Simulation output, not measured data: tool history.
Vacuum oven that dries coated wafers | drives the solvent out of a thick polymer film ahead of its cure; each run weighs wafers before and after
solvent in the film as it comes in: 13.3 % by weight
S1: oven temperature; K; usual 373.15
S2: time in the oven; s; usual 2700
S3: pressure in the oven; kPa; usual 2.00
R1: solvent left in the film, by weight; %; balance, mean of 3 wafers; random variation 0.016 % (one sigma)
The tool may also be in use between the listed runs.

run	hour	S1	S2	S3	R1
1	0.0	373.15	2700	2.00	1.37
2	30.3	373.15	2700	2.00	1.45
3	47.3	373.15	2700	2.00	1.39
4	80.7	373.15	2700	2.00	1.39
5	115.3	373.15	2700	2.00	1.41
6	142.1	373.15	2700	2.00	1.44
7	171.2	373.15	2700	2.00	1.43
8	203.0	383.15	3420	2.00	0.61
9	221.1	373.15	3180	1.49	0.97
10	252.2	359.15	2820	2.00	4.32
11	283.4	359.15	2820	2.00	4.34
12	302.4	367.15	2820	7.25	4.81

4 ways to go on from here, each from the tool as it stands after run 12. What would each give?
A	327.4	367.15	3840	1.05	?
B	327.4	367.15	2520	7.25	?
C	327.4	360.15	3360	1.07	?
D	327.4	376.15	4320	7.25	?

run	R1
A	1.17
B	5.03
C	2.91
D	2.86
Without the tool's hidden state the same runs would have given:
run	R1
A	1.18
B	5.04
C	2.93
D	2.87
